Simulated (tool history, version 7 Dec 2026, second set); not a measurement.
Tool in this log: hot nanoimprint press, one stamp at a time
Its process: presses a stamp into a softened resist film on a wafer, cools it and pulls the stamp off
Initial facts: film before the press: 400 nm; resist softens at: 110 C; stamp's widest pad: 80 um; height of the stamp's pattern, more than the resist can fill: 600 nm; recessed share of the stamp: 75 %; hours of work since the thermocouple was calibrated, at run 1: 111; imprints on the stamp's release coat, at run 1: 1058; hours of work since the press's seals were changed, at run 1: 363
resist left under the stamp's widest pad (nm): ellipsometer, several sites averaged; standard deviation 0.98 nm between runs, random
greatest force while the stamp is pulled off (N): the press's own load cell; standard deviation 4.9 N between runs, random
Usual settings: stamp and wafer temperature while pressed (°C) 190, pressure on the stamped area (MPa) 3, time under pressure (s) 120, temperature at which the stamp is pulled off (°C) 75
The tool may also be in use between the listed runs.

run     day  stamp and wafer temperature while pressed (°C)  pressure on the stamped area (MPa)  time under pressure (s)  temperature at which the stamp is pulled off (°C)  hours of work since the thermocouple was calibrated  imprints on the stamp's release coat  hours of work since the press's seals were changed  resist left under the stamp's widest pad (nm)  greatest force while the stamp is pulled off (N)
  1       0                                             190                                   3                      120                                                 75                                                  111                                  1058                                                 363                                          146.7                                               342
  2   0.288                                             190                                   3                      120                                                 75                                                  116                                  1079                                                 368                                            147                                               326
  3   0.708                                             190                                   3                      120                                                 75                                                  122                                  1112                                                 374                                          145.9                                               339
  4   0.975                                             190                                   3                      120                                                 75                                                  126                                  1132                                                 378                                          146.2                                               345
  5   1.325                                             190                                   3                      120                                                 79                                                  131                                  1159                                                 383                                          145.3                                               309
  6   1.654                                             190                                   3                      120                                                 75                                                  136                                  1184                                                 388                                          146.4                                               354
  7   1.929                                             201                                   3                      120                                                 75                                                  140                                  1205                                                 392                                          107.6                                               356
  8   2.321                                             195                                   3                      120                                                 75                                                  146                                  1235                                                 398                                          125.7                                               342
  9   2.825                                             195                                   3                      120                                                 75                                                  154                                  1274                                                 406                                          128.1                                               351
 10   3.221                                             195                                   3                      120                                                 75                                                  159                                  1304                                                 411                                          126.3                                               364
 11   3.575                                             181                                   3                      120                                                 75                                                  165                                  1331                                                 417                                          191.6                                               368
      3.879  -- stamp cleaned and given a new release coat
 12   4.079                                             190                                   3                      120                                                 74                                                  168                                    15                                                 420                                          147.5                                               256
 13   4.517                                             190                                   3                      120                                                 75                                                  175                                    49                                                 427                                          147.5                                               245
 14   5.108                                             190                                   3                      196                                                 75                                                  184                                    94                                                 436                                          118.9                                               256
 15   5.483                                             190                                   3                      196                                                 75                                                  189                                   123                                                 441                                          118.7                                               252
 16   5.883                                             190                                   3                      196                                                 75                                                  195                                   154                                                 447                                          117.9                                               256
 17   6.208                                             190                                3.87                      120                                                 61                                                  200                                   179                                                 452                                          132.2                                               333
 18   6.512                                             190                                3.87                      120                                                 61                                                  205                                   202                                                 457                                          131.5                                               344
 19   7.067                                             179                                3.39                      120                                                 74                                                  213                                   244                                                 465                                          195.7                                               270
 20   7.512                                             190                                   3                      131                                                 75                                                  220                                   278                                                 472                                          141.3                                               264
 21   8.088                                             190                                   3                      131                                                 75                                                  228                                   322                                                 480                                          142.1                                               273
 22   8.483                                             186                                   3                       68                                                 75                                                  234                                   353                                                 486                                            206                                               265
 23   8.746                                             186                                3.82                       68                                                 75                                                  238                                   373                                                 490                                          188.4                                               280
 24   9.225                                             186                                3.82                       68                                                 75                                                  245                                   409                                                 497                                          188.2                                               278
 25   9.529                                             186                                3.82                      120                                                 75                                                  250                                   432                                                 502                                          150.6                                               277
 26   9.992                                             187                                4.12                       87                                                 67                                                  257                                   468                                                 509                                          161.2                                               341
 27  10.479                                             190                                   3                       79                                                 75                                                  264                                   505                                                 516                                          178.1                                               285
 28  10.904                                             190                                   3                       79                                                 75                                                  270                                   538                                                 522                                          176.6                                               300
 29  11.162                                             190                                   3                       79                                                 75                                                  274                                   557                                                 526                                          175.4                                               290
 30  11.779                                             190                                   3                       79                                                 75                                                  283                                   605                                                 535                                            177                                               293

Entry by entry between the runs, the difference in hidden state between the last listed run before and the first listed run after:
Between runs 11 and 12: stamp cleaned and given a new release coat (day 3.879)
  true temperature over the reading, C: -0.78 -> -0.79; pressure that arrives at the usual setting, %: 96.81 -> 96.78; grip of the stamp's worn release coat, % over a new coat's: 50.6 -> 0.5
  measured less the result without the state, resist left under the stamp's widest pad (nm): +6.9 -> +5.6; greatest force while the stamp is pulled off (N): +128 -> +6
